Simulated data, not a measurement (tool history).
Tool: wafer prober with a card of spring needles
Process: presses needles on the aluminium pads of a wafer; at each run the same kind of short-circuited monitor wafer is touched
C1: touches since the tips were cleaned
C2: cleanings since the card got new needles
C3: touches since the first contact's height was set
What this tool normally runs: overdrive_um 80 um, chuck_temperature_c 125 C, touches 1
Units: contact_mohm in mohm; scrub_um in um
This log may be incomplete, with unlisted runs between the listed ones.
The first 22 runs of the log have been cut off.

-- day=23.412 tips cleaned on abrasive film
run 23 day=23.412 | overdrive_um=80 chuck_temperature_c=53 touches=1 | C1=0 C2=29 C3=113465 | contact_mohm=121 scrub_um=17.53
run 24 day=24.600 | overdrive_um=98 chuck_temperature_c=53 touches=1 | C1=5112 C2=29 C3=118577 | contact_mohm=151 scrub_um=21.55
run 25 day=25.350 | overdrive_um=98 chuck_temperature_c=53 touches=1 | C1=8343 C2=29 C3=121808 | contact_mohm=160 scrub_um=21.55
-- day=25.446 tips cleaned on abrasive film
run 26 day=26.592 | overdrive_um=89 chuck_temperature_c=43 touches=3 | C1=4943 C2=30 C3=127147 | contact_mohm=129 scrub_um=19.51
-- day=27.525 tips cleaned on abrasive film
run 27 day=27.617 | overdrive_um=65 chuck_temperature_c=38 touches=1 | C1=399 C2=31 C3=131533 | contact_mohm=124 scrub_um=14.18
run 28 day=28.596 | overdrive_um=65 chuck_temperature_c=38 touches=1 | C1=4611 C2=31 C3=135745 | contact_mohm=148 scrub_um=14.15
run 29 day=29.229 | overdrive_um=65 chuck_temperature_c=87 touches=3 | C1=7348 C2=31 C3=138482 | contact_mohm=141 scrub_um=14.19
-- day=29.554 tips cleaned on abrasive film
run 30 day=30.375 | overdrive_um=88 chuck_temperature_c=125 touches=1 | C1=3537 C2=32 C3=143402 | contact_mohm=157 scrub_um=19.26
-- day=31.579 tips cleaned on abrasive film
run 31 day=31.850 | overdrive_um=83 chuck_temperature_c=125 touches=1 | C1=1169 C2=33 C3=149728 | contact_mohm=141 scrub_um=18.14
-- day=32.271 height of the first contact set anew
run 32 day=33.196 | overdrive_um=62 chuck_temperature_c=43 touches=2 | C1=6928 C2=33 C3=3997 | contact_mohm=142 scrub_um=13.76
-- day=33.650 tips cleaned on abrasive film
run 33 day=33.850 | overdrive_um=92 chuck_temperature_c=61 touches=2 | C1=864 C2=34 C3=6784 | contact_mohm=126 scrub_um=20.44

What if the next run were any one of these 3? Each begins from the tool's condition after run 33:
run A day=35.058 | overdrive_um=79 chuck_temperature_c=61 touches=3 | C1=6077 C2=34 C3=11997 | contact_mohm=? scrub_um=?
run B day=35.058 | overdrive_um=93 chuck_temperature_c=61 touches=2 | C1=6077 C2=34 C3=11997 | contact_mohm=? scrub_um=?
run C day=35.058 | overdrive_um=89 chuck_temperature_c=57 touches=2 | C1=6077 C2=34 C3=11997 | contact_mohm=? scrub_um=?

run=A contact_mohm=131 scrub_um=17.51
run=B contact_mohm=141 scrub_um=20.61
run=C contact_mohm=138 scrub_um=19.73
What these runs would have given with no unlogged condition in the tool:
run=A contact_mohm=120 scrub_um=17.53
run=B contact_mohm=122 scrub_um=20.62
run=C contact_mohm=118 scrub_um=19.75

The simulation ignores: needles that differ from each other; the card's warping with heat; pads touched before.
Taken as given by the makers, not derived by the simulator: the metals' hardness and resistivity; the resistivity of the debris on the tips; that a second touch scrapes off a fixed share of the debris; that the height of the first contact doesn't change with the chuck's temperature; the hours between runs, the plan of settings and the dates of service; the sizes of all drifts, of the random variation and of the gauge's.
